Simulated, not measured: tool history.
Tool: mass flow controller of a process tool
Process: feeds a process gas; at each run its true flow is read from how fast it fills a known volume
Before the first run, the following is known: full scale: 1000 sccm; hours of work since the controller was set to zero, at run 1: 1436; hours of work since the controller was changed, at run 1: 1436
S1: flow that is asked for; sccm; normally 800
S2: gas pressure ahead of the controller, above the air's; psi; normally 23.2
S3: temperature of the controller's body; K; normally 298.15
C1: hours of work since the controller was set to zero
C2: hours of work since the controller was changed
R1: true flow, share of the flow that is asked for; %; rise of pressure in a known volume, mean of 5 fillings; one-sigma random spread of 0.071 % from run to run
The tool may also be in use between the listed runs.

run    hour   S1    S2      S3    C1    C2     R1
  1       0  800  23.2  298.15  1436  1436  99.61
  2    58.1  800  23.2  311.15  1468  1468  99.99
  3   157.9  800  23.2  311.15  1523  1523   99.8
  4   227.5  800  23.2  298.15  1561  1561  99.29
  5   340.3  800  23.2  298.15  1623  1623  99.26
  6   417.8  800  23.2  298.15  1666  1666  99.12
  7   553.9  800  21.2  298.15  1741  1741  99.01
  8   618.3  800  21.2  298.15  1776  1776  98.89
  9   674.9  800  21.2  298.15  1807  1807  98.89
 10   809.7  800  21.2  298.15  1882  1882  98.69
 11   924.1  800  21.2  298.15  1945  1945  98.67
 12  1025.9  800  21.2  298.15  2001  2001  98.62
 13  1150.9  772  23.2  298.15  2070  2070  98.46
     1168.9  -- gauge calibrated
 14  1270.5  800  22.3  298.15  2136  2136  99.22
 15  1361.9  800  22.3  298.15  2186  2186  99.27
 16    1442  800  22.3  298.15  2230  2230  99.27
 17  1550.7  800  22.3  298.15  2290  2290  99.11
 18  1620.3  800  22.3  298.15  2328  2328     99
 19  1722.9  800  38.6  298.15  2385  2385  99.41
 20  1781.8  869  38.6  298.15  2417  2417  99.56
 21  1848.6  869  26.7  294.15  2454  2454  98.93
 22  1918.9  516  25.8  304.15  2493  2493  98.87
 23  2016.4  561  25.1  298.15  2547  2547  98.42
 24  2143.3  561  25.1  298.15  2617  2617   98.4
 25  2220.8  561  25.1  298.15  2659  2659  98.37
 26    2300  800  39.3  297.15  2703  2703  99.12
 27  2407.2  800  39.3  297.15  2762  2762  99.09
 28    2508  800  39.3  297.15  2817  2817  98.91
 29  2638.2  752  20.7  313.15  2889  2889  98.83
 30  2763.4  134  26.8  298.15  2958  2958  97.31
 31  2842.3  800  26.4  298.15  3002  3002  98.29
 32    2956  800  26.4  298.15  3064  3064  98.17
 33  3029.3  800  26.4  298.15  3105  3105  98.03
 34  3095.7  890  27.6  296.15  3141  3141  98.19
 35  3162.3  677  27.6  296.15  3178  3178  97.77
 36  3281.1  909  32.3  304.15  3243  3243  98.47

What if the next run were any one of these 3? Each begins from the tool's condition after run 36:
  A  3370.8  370  23.9  298.15  3293  3293   ?
  B  3370.8  181  22.5  295.15  3293  3293   ?
  C  3370.8  800  31.6  305.15  3293  3293   ?

run     R1
  A  97.08
  B  96.52
  C  98.35
The same runs, with their run-to-run variation unchanged, on a tool lacking any hidden condition would have given:
run      R1
  A   98.82
  B   98.23
  C  100.11
